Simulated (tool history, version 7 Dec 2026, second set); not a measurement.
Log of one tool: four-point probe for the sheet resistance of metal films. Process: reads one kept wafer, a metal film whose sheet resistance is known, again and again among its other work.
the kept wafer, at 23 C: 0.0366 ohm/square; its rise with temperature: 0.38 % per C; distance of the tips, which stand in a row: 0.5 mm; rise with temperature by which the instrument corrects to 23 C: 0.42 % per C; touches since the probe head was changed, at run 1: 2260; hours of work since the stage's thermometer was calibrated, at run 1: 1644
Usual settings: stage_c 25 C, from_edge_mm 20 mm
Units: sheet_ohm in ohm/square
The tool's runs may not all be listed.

| run | day | stage_c | from_edge_mm | touches since the probe head was changed | hours of work since the stage's thermometer was calibrated | sheet_ohm |
|---|---|---|---|---|---|---|
| 1 | 0 | 25 | 20 | 2260 | 1644 | 0.036583 |
| 2 | 0.625 | 25 | 20 | 2558 | 1650 | 0.036593 |
| 3 | 1.725 | 25 | 20 | 3084 | 1662 | 0.036582 |
| 4 | 2.654 | 25 | 8 | 3527 | 1672 | 0.036654 |
| 5 | 3.408 | 25 | 8 | 3887 | 1680 | 0.036648 |
| 6 | 4.604 | 25 | 8 | 4458 | 1692 | 0.036666 |
| 7 | 5.362 | 25 | 8 | 4819 | 1700 | 0.03665 |
| 8 | 6.188 | 25 | 20 | 5213 | 1709 | 0.036599 |
| 9 | 6.996 | 25 | 20 | 5599 | 1718 | 0.036577 |
| 10 | 8.35 | 25 | 20 | 6246 | 1732 | 0.036592 |
| 11 | 9.325 | 25 | 20 | 6711 | 1743 | 0.036601 |
| 12 | 10.154 | 25 | 20 | 7107 | 1751 | 0.036595 |
| 13 | 11.133 | 25 | 6 | 7575 | 1762 | 0.036736 |
| 14 | 12.238 | 25 | 17 | 8100 | 1773 | 0.036601 |
| 15 | 13.154 | 25 | 17 | 8538 | 1783 | 0.0366 |
| 16 | 14.462 | 25 | 17 | 9162 | 1797 | 0.036604 |
| 17 | 15.212 | 25 | 5 | 9520 | 1805 | 0.0368 |
| 18 | 16.125 | 25 | 5 | 9955 | 1815 | 0.036785 |
|  | 16.258 | stage's thermometer calibrated |
| 19 | 16.933 | 25 | 5 | 10333 | 7 | 0.036799 |
| 20 | 17.633 | 25 | 5 | 10667 | 15 | 0.036798 |
| 21 | 18.908 | 25 | 15 | 11274 | 28 | 0.036631 |
| 22 | 19.65 | 25 | 15 | 11628 | 36 | 0.03662 |
| 23 | 20.842 | 27 | 10 | 12198 | 49 | 0.036643 |
| 24 | 21.808 | 22 | 7 | 12659 | 59 | 0.036757 |
|  | 22.258 | stage's thermometer calibrated, once more |
| 25 | 22.708 | 30 | 4 | 13078 | 5 | 0.036827 |
| 26 | 23.896 | 24 | 44 | 13645 | 17 | 0.036605 |
| 27 | 25.096 | 20 | 29 | 14218 | 30 | 0.036651 |
| 28 | 25.938 | 23 | 31 | 14620 | 39 | 0.036604 |
| 29 | 27.212 | 33 | 52 | 15229 | 53 | 0.0365 |
| 30 | 28.242 | 33 | 52 | 15719 | 64 | 0.036491 |
| 31 | 28.925 | 34 | 23 | 16046 | 71 | 0.036496 |
| 32 | 29.896 | 20 | 13 | 16508 | 81 | 0.036695 |
| 33 | 30.858 | 20 | 13 | 16969 | 91 | 0.036693 |
| 34 | 31.725 | 19 | 13 | 17381 | 101 | 0.036704 |
| 35 | 32.975 | 21 | 13 | 17979 | 114 | 0.036666 |
| 36 | 33.746 | 19 | 26 | 18346 | 122 | 0.036679 |
| 37 | 34.575 | 19 | 26 | 18742 | 131 | 0.036678 |
| 38 | 35.921 | 23 | 17 | 19384 | 145 | 0.036641 |
| 39 | 37.108 | 21 | 64 | 19952 | 158 | 0.036652 |
| 40 | 37.875 | 21 | 12 | 20317 | 166 | 0.036689 |
| 41 | 38.683 | 21 | 12 | 20702 | 174 | 0.036704 |
| 42 | 39.467 | 21 | 12 | 21077 | 183 | 0.036683 |
| 43 | 40.538 | 29 | 8 | 21589 | 194 | 0.036649 |
| 44 | 41.9 | 18 | 29 | 22239 | 209 | 0.036707 |

Hidden state at the last listed run before each entry between runs and at the first one after, where it differs:
Between runs 18 and 19: stage's thermometer calibrated (day 16.258)
  inner tips' distance over the nominal, %: -0.006 -> -0.003; wafer's true temperature over the reading, C: 0.17 -> 0.21
  measured less the result without the state, sheet_ohm: +0.000021 -> +0.000028 ohm/square
Between runs 24 and 25: stage's thermometer calibrated, once more (day 22.258)
  inner tips' distance over the nominal, %: 0.012 -> 0.015; wafer's true temperature over the reading, C: 0.21 -> 0
  measured less the result without the state, sheet_ohm: +0.000035 -> +0.000006 ohm/square
